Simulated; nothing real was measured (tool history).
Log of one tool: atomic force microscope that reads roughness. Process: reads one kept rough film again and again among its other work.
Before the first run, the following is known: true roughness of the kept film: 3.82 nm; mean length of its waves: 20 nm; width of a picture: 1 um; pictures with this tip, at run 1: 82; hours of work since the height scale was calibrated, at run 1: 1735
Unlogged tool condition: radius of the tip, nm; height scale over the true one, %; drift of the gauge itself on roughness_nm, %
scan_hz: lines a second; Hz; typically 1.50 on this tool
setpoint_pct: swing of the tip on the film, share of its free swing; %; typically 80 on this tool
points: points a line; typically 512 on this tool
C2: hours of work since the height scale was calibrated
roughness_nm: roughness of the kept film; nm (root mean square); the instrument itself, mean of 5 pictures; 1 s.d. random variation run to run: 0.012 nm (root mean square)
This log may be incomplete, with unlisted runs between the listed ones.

run 1 hour=0.0 | scan_hz=1.50 setpoint_pct=80 points=512 | pictures_with_this_tip=82 C2=1735 | roughness_nm=2.620
run 2 hour=37.5 | scan_hz=1.50 setpoint_pct=80 points=512 | pictures_with_this_tip=145 C2=1757 | roughness_nm=2.349
-- hour=68.9 new tip fitted
run 3 hour=95.1 | scan_hz=1.50 setpoint_pct=80 points=512 | pictures_with_this_tip=44 C2=1790 | roughness_nm=2.744
run 4 hour=141.7 | scan_hz=1.50 setpoint_pct=80 points=512 | pictures_with_this_tip=122 C2=1817 | roughness_nm=2.422
-- hour=189.9 new tip fitted
run 5 hour=190.6 | scan_hz=1.50 setpoint_pct=80 points=512 | pictures_with_this_tip=1 C2=1846 | roughness_nm=2.977
run 6 hour=262.5 | scan_hz=1.50 setpoint_pct=80 points=512 | pictures_with_this_tip=121 C2=1887 | roughness_nm=2.438
run 7 hour=295.2 | scan_hz=1.50 setpoint_pct=80 points=512 | pictures_with_this_tip=176 C2=1906 | roughness_nm=2.258
-- hour=307.5 new tip fitted
run 8 hour=335.3 | scan_hz=1.50 setpoint_pct=80 points=512 | pictures_with_this_tip=47 C2=1930 | roughness_nm=2.713
run 9 hour=396.6 | scan_hz=1.50 setpoint_pct=69 points=512 | pictures_with_this_tip=150 C2=1965 | roughness_nm=2.416
-- hour=430.0 new tip fitted
-- hour=464.4 height scale calibrated on a step standard
run 10 hour=473.0 | scan_hz=1.50 setpoint_pct=80 points=512 | pictures_with_this_tip=71 C2=5 | roughness_nm=2.545
run 11 hour=526.9 | scan_hz=1.50 setpoint_pct=80 points=512 | pictures_with_this_tip=161 C2=36 | roughness_nm=2.192
-- hour=549.2 new tip fitted
run 12 hour=589.6 | scan_hz=1.50 setpoint_pct=80 points=512 | pictures_with_this_tip=67 C2=72 | roughness_nm=2.616
run 13 hour=649.5 | scan_hz=1.50 setpoint_pct=80 points=512 | pictures_with_this_tip=168 C2=107 | roughness_nm=2.215
-- hour=669.0 new tip fitted
run 14 hour=706.7 | scan_hz=1.02 setpoint_pct=80 points=512 | pictures_with_this_tip=63 C2=140 | roughness_nm=2.645
run 15 hour=759.7 | scan_hz=1.02 setpoint_pct=80 points=512 | pictures_with_this_tip=152 C2=171 | roughness_nm=2.293
-- hour=788.9 new tip fitted
run 16 hour=822.3 | scan_hz=1.02 setpoint_pct=80 points=512 | pictures_with_this_tip=56 C2=207 | roughness_nm=2.714
run 17 hour=880.5 | scan_hz=1.50 setpoint_pct=80 points=537 | pictures_with_this_tip=154 C2=241 | roughness_nm=2.284
-- hour=909.5 new tip fitted
run 18 hour=921.2 | scan_hz=1.50 setpoint_pct=80 points=886 | pictures_with_this_tip=20 C2=264 | roughness_nm=2.843
run 19 hour=958.1 | scan_hz=1.50 setpoint_pct=80 points=886 | pictures_with_this_tip=82 C2=286 | roughness_nm=2.583
-- hour=1032.3 new tip fitted
run 20 hour=1037.5 | scan_hz=1.50 setpoint_pct=78 points=886 | pictures_with_this_tip=9 C2=332 | roughness_nm=2.944
run 21 hour=1085.3 | scan_hz=1.50 setpoint_pct=78 points=886 | pictures_with_this_tip=89 C2=360 | roughness_nm=2.568
run 22 hour=1118.0 | scan_hz=0.64 setpoint_pct=80 points=312 | pictures_with_this_tip=144 C2=379 | roughness_nm=2.397
-- hour=1150.2 new tip fitted
run 23 hour=1196.0 | scan_hz=0.98 setpoint_pct=80 points=370 | pictures_with_this_tip=76 C2=424 | roughness_nm=2.637
run 24 hour=1261.2 | scan_hz=1.50 setpoint_pct=82 points=512 | pictures_with_this_tip=186 C2=462 | roughness_nm=2.168
-- hour=1272.0 new tip fitted
run 25 hour=1307.9 | scan_hz=3.03 setpoint_pct=74 points=512 | pictures_with_this_tip=60 C2=488 | roughness_nm=2.558
run 26 hour=1366.0 | scan_hz=1.93 setpoint_pct=62 points=512 | pictures_with_this_tip=158 C2=522 | roughness_nm=2.371
-- hour=1391.9 new tip fitted
run 27 hour=1428.3 | scan_hz=2.45 setpoint_pct=85 points=455 | pictures_with_this_tip=61 C2=558 | roughness_nm=2.387
run 28 hour=1466.1 | scan_hz=2.45 setpoint_pct=85 points=869 | pictures_with_this_tip=124 C2=580 | roughness_nm=2.169
-- hour=1513.9 new tip fitted
run 29 hour=1530.5 | scan_hz=2.45 setpoint_pct=85 points=869 | pictures_with_this_tip=28 C2=617 | roughness_nm=2.581
run 30 hour=1591.6 | scan_hz=2.45 setpoint_pct=85 points=869 | pictures_with_this_tip=130 C2=653 | roughness_nm=2.197
-- hour=1633.8 new tip fitted
run 31 hour=1667.0 | scan_hz=0.85 setpoint_pct=60 points=281 | pictures_with_this_tip=56 C2=696 | roughness_nm=2.775
run 32 hour=1734.2 | scan_hz=0.85 setpoint_pct=60 points=281 | pictures_with_this_tip=169 C2=736 | roughness_nm=2.337
-- hour=1753.3 new tip fitted
run 33 hour=1799.7 | scan_hz=2.63 setpoint_pct=80 points=937 | pictures_with_this_tip=78 C2=773 | roughness_nm=2.421
run 34 hour=1853.2 | scan_hz=2.63 setpoint_pct=80 points=937 | pictures_with_this_tip=168 C2=804 | roughness_nm=2.100
-- hour=1873.4 new tip fitted
run 35 hour=1905.4 | scan_hz=1.50 setpoint_pct=65 points=288 | pictures_with_this_tip=53 C2=834 | roughness_nm=2.740
run 36 hour=1972.8 | scan_hz=2.94 setpoint_pct=80 points=659 | pictures_with_this_tip=167 C2=874 | roughness_nm=2.087
-- hour=1990.5 new tip fitted
run 37 hour=2048.7 | scan_hz=1.12 setpoint_pct=80 points=436 | pictures_with_this_tip=97 C2=917 | roughness_nm=2.527
-- hour=2109.4 new tip fitted
run 38 hour=2119.4 | scan_hz=1.74 setpoint_pct=83 points=282 | pictures_with_this_tip=17 C2=958 | roughness_nm=2.714
run 39 hour=2187.6 | scan_hz=1.74 setpoint_pct=83 points=282 | pictures_with_this_tip=132 C2=998 | roughness_nm=2.262
-- hour=2232.1 new tip fitted
run 40 hour=2233.1 | scan_hz=1.74 setpoint_pct=83 points=282 | pictures_with_this_tip=1 C2=1024 | roughness_nm=2.824
run 41 hour=2311.6 | scan_hz=1.50 setpoint_pct=85 points=968 | pictures_with_this_tip=133 C2=1070 | roughness_nm=2.309

The logged runs with the hidden state left out (each run's random variation unchanged):
run=1 roughness_nm=2.960
run=2 roughness_nm=2.924
run=3 roughness_nm=2.916
run=4 roughness_nm=2.937
run=5 roughness_nm=2.936
run=6 roughness_nm=2.920
run=7 roughness_nm=2.921
run=8 roughness_nm=2.916
run=9 roughness_nm=3.054
run=10 roughness_nm=2.940
run=11 roughness_nm=2.928
run=12 roughness_nm=2.936
run=13 roughness_nm=2.922
run=14 roughness_nm=3.001
run=15 roughness_nm=3.003
run=16 roughness_nm=2.993
run=17 roughness_nm=2.909
run=18 roughness_nm=2.943
run=19 roughness_nm=2.956
run=20 roughness_nm=2.977
run=21 roughness_nm=2.980
run=22 roughness_nm=3.036
run=23 roughness_nm=2.986
run=24 roughness_nm=2.914
run=25 roughness_nm=2.820
run=26 roughness_nm=3.036
run=27 roughness_nm=2.694
run=28 roughness_nm=2.694
run=29 roughness_nm=2.704
run=30 roughness_nm=2.706
run=31 roughness_nm=3.061
run=32 roughness_nm=3.072
run=33 roughness_nm=2.784
run=34 roughness_nm=2.778
run=35 roughness_nm=3.015
run=36 roughness_nm=2.723
run=37 roughness_nm=2.962
run=38 roughness_nm=2.781
run=39 roughness_nm=2.804
run=40 roughness_nm=2.811
run=41 roughness_nm=2.872
